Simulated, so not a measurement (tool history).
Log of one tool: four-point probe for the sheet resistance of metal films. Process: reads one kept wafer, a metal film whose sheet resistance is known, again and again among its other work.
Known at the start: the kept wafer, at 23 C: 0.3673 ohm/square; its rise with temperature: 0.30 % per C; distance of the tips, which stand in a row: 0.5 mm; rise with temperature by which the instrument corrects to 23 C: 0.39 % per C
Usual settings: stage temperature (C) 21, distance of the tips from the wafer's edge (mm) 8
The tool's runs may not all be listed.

| run | hour | stage temperature (C) | distance of the tips from the wafer's edge (mm) | sheet resistance as the instrument gives it (ohm/square) |
|---|---|---|---|---|
| 1 | 0.0 | 21 | 8 | 0.366745 |
| 2 | 47.0 | 21 | 63 | 0.365825 |
| 3 | 130.2 | 21 | 14 | 0.366049 |
| 4 | 201.4 | 21 | 14 | 0.365993 |
| 5 | 244.1 | 18 | 8 | 0.367479 |
| 6 | 313.8 | 18 | 9 | 0.367243 |
| 7 | 359.6 | 20 | 8 | 0.366628 |
| 8 | 418.1 | 21 | 8 | 0.366082 |
| 9 | 497.9 | 21 | 8 | 0.366184 |
| 10 | 569.6 | 21 | 8 | 0.366095 |
| 11 | 614.1 | 21 | 8 | 0.366065 |
| 12 | 668.1 | 21 | 8 | 0.365977 |
| 13 | 746.9 | 26 | 8 | 0.364138 |
| 14 | 809.6 | 26 | 8 | 0.364077 |
| 15 | 873.9 | 25 | 51 | 0.363661 |
| 16 | 924.7 | 25 | 51 | 0.363545 |
| 17 | 1003.0 | 18 | 13 | 0.366075 |
| 18 | 1083.4 | 21 | 8 | 0.365415 |
| 19 | 1136.8 | 34 | 15 | 0.360694 |
| 20 | 1192.0 | 34 | 15 | 0.360606 |
| 21 | 1280.7 | 24 | 5 | 0.365486 |
| 22 | 1361.5 | 30 | 54 | 0.361506 |
| 23 | 1410.2 | 19 | 7 | 0.366137 |

Forecast each of these 3 alternatives for the next run:
| A | 1478.4 | 33 | 8 | ? |
| B | 1478.4 | 19 | 30 | ? |
| C | 1478.4 | 25 | 8 | ? |

| run | sheet resistance as the instrument gives it (ohm/square) |
|---|---|
| A | 0.361107 |
| B | 0.365097 |
| C | 0.363632 |
Without the tool's hidden state the same runs would have given:
| run | sheet resistance as the instrument gives it (ohm/square) |
|---|---|
| A | 0.364793 |
| B | 0.368833 |
| C | 0.367349 |
